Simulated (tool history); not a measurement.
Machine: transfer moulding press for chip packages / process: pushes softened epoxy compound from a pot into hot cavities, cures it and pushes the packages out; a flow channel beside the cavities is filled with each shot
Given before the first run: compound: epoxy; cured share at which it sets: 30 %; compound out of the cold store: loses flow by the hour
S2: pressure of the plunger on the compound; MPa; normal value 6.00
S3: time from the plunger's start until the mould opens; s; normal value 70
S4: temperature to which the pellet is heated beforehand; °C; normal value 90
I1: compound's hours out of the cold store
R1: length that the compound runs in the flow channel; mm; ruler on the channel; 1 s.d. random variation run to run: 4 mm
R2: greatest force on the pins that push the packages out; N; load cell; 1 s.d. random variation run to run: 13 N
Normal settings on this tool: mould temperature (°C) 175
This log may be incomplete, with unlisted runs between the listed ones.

Run 1, hour 0.0: usual settings; I1 15.2. Result: R1 734 mm, R2 593 N.
Run 2, hour 39.0: usual settings; I1 19.0. Result: R1 721 mm, R2 614 N.
Run 3, hour 89.1: usual settings but S3 63 s; I1 34.6. Result: R1 681 mm, R2 760 N.
Run 4, hour 149.5: usual settings but S3 84 s; I1 43.1. Result: R1 661 mm, R2 413 N.
Run 5, hour 202.6: usual settings but S3 84 s; I1 37.5. Result: R1 681 mm, R2 402 N.
Run 6, hour 258.7: usual settings but S3 84 s; I1 45.2. Result: R1 663 mm, R2 383 N.
Run 7, hour 318.2: usual settings; I1 46.9. Result: R1 655 mm, R2 573 N.
Run 8, hour 346.0: usual settings; I1 36.6. Result: R1 684 mm, R2 572 N.
Run 9, hour 401.5: usual settings but S2 5.76 MPa; I1 26.5. Result: R1 699 mm, R2 571 N.
Run 10, hour 429.5: usual settings but S2 6.70 MPa; I1 16.0. Result: R1 774 mm, R2 613 N.
Run 11, hour 493.2: usual settings but S2 6.70 MPa; I1 47.3. Result: R1 688 mm, R2 561 N.
Run 12, hour 531.2: usual settings but S4 88 °C; I1 26.6. Result: R1 707 mm, R2 567 N.
Run 13, hour 595.9: usual settings but S3 83 s, S4 88 °C; I1 26.0. Result: R1 712 mm, R2 418 N.
Run 14, hour 648.5: usual settings; I1 14.1. Result: R1 752 mm, R2 609 N.
Run 15, hour 708.3: usual settings; I1 37.8. Result: R1 680 mm, R2 564 N.
Run 16, hour 744.4: usual settings; I1 8.3. Result: R1 752 mm, R2 596 N.
Run 17, hour 813.2: usual settings but mould temperature (°C) 182, S2 4.73 MPa, S3 82 s, S4 97 °C; I1 34.2. Result: R1 597 mm, R2 351 N.
Run 18, hour 859.8: usual settings but mould temperature (°C) 182, S2 4.73 MPa, S3 61 s, S4 100 °C; I1 44.8. Result: R1 577 mm, R2 460 N.
Run 19, hour 897.1: usual settings but mould temperature (°C) 182, S2 4.73 MPa, S3 61 s, S4 100 °C; I1 40.2. Result: R1 580 mm, R2 476 N.
Run 20, hour 932.5: usual settings but mould temperature (°C) 173, S3 89 s; I1 11.7. Result: R1 757 mm, R2 429 N.
Run 21, hour 979.6: usual settings but S3 89 s; I1 22.8. Result: R1 716 mm, R2 375 N.
Run 22, hour 1012.8: usual settings but S2 7.38 MPa, S4 84 °C; I1 43.2. Result: R1 746 mm, R2 579 N.
Run 23, hour 1068.2: usual settings but S2 5.20 MPa, S3 77 s; I1 15.2. Result: R1 686 mm, R2 477 N.
Run 24, hour 1097.5: usual settings but S2 5.20 MPa, S3 77 s; I1 29.1. Result: R1 654 mm, R2 480 N.
Run 25, hour 1157.5: usual settings but S4 92 °C; I1 24.8. Result: R1 707 mm, R2 590 N.
Run 26, hour 1224.3: usual settings but S4 92 °C; I1 44.3. Result: R1 674 mm, R2 554 N.
Run 27, hour 1268.4: usual settings but S2 7.44 MPa; I1 9.7. Result: R1 844 mm, R2 585 N.
Run 28, hour 1317.1: usual settings but S2 6.10 MPa, S4 88 °C; I1 21.8. Result: R1 733 mm, R2 587 N.

Not shown here: 22 entries made in the log between runs. Locate each between two listed runs and compare the hidden state at the listed run before it with the hidden state at the listed run after it:
Between runs 2 and 3: cavities cleaned with cleaning compound and waxed (hour 54.6)
  pressure that reaches the compound, % of what is set: 99.92 -> 99.9; grip of the stained cavities, % over clean ones': 0.6 -> 0.5
Between runs 3 and 4: plunger's sealing rings changed (hour 135.6); cavities cleaned with cleaning compound and waxed (hour 137.1)
  pressure that reaches the compound, % of what is set: 99.9 -> 99.99; grip of the stained cavities, % over clean ones': 0.5 -> 0.3
Between runs 5 and 6: cavities cleaned with cleaning compound and waxed (hour 213.1)
  pressure that reaches the compound, % of what is set: 99.98 -> 99.97; grip of the stained cavities, % over clean ones': 0.6 -> 0.5
Between runs 6 and 7: cavities cleaned with cleaning compound and waxed (hour 293.0)
  pressure that reaches the compound, % of what is set: 99.97 -> 99.95; grip of the stained cavities, % over clean ones': 0.5 -> 0.4
Between runs 8 and 9: cavities cleaned with cleaning compound and waxed (hour 370.1)
  pressure that reaches the compound, % of what is set: 99.94 -> 99.93; grip of the stained cavities, % over clean ones': 0.6 -> 0.4
Between runs 10 and 11: cavities cleaned with cleaning compound and waxed (hour 447.5)
  pressure that reaches the compound, % of what is set: 99.92 -> 99.9; grip of the stained cavities, % over clean ones': 0.6 -> 0.5
Between runs 11 and 12: plunger's sealing rings changed (hour 524.5); cavities cleaned with cleaning compound and waxed (hour 526.0)
  pressure that reaches the compound, % of what is set: 99.9 -> 100; grip of the stained cavities, % over clean ones': 0.5 -> 0.1
Between runs 13 and 14: cavities cleaned with cleaning compound and waxed (hour 607.3)
  pressure that reaches the compound, % of what is set: 99.98 -> 99.97; grip of the stained cavities, % over clean ones': 0.6 -> 0.5
Between runs 14 and 15: cavities cleaned with cleaning compound and waxed (hour 684.6)
  pressure that reaches the compound, % of what is set: 99.97 -> 99.95; grip of the stained cavities, % over clean ones': 0.5 -> 0.4
Between runs 16 and 17: mould's thermocouples calibrated (hour 752.6); cavities cleaned with cleaning compound and waxed (hour 763.1)
  true mould temperature over the reading, C: -0.01 -> 0; pressure that reaches the compound, % of what is set: 99.94 -> 99.92; grip of the stained cavities, % over clean ones': 0.6 -> 0.5
Between runs 17 and 18: cavities cleaned with cleaning compound and waxed (hour 840.1)
  pressure that reaches the compound, % of what is set: 99.92 -> 99.91; grip of the stained cavities, % over clean ones': 0.5 -> 0.3
Between runs 19 and 20: plunger's sealing rings changed (hour 915.6); cavities cleaned with cleaning compound and waxed (hour 922.2)
  pressure that reaches the compound, % of what is set: 99.9 -> 99.99; grip of the stained cavities, % over clean ones': 0.6 -> 0.2
Between runs 21 and 22: cavities cleaned with cleaning compound and waxed (hour 999.3)
  pressure that reaches the compound, % of what is set: 99.98 -> 99.97; grip of the stained cavities, % over clean ones': 0.6 -> 0.3
Between runs 23 and 24: cavities cleaned with cleaning compound and waxed (hour 1076.7)
  pressure that reaches the compound, % of what is set: 99.96 -> 99.95; grip of the stained cavities, % over clean ones': 0.6 -> 0.4
Between runs 24 and 25: cavities cleaned with cleaning compound and waxed (hour 1153.2)
  pressure that reaches the compound, % of what is set: 99.95 -> 99.93; grip of the stained cavities, % over clean ones': 0.4 -> 0.1
Between runs 26 and 27: cavities cleaned with cleaning compound and waxed (hour 1232.1)
  pressure that reaches the compound, % of what is set: 99.91 -> 99.9; grip of the stained cavities, % over clean ones': 0.6 -> 0.5
Between runs 27 and 28: plunger's sealing rings changed (hour 1305.5); cavities cleaned with cleaning compound and waxed (hour 1312.5)
  true mould temperature over the reading, C: 0 -> -0.01; pressure that reaches the compound, % of what is set: 99.9 -> 100; grip of the stained cavities, % over clean ones': 0.5 -> 0.1

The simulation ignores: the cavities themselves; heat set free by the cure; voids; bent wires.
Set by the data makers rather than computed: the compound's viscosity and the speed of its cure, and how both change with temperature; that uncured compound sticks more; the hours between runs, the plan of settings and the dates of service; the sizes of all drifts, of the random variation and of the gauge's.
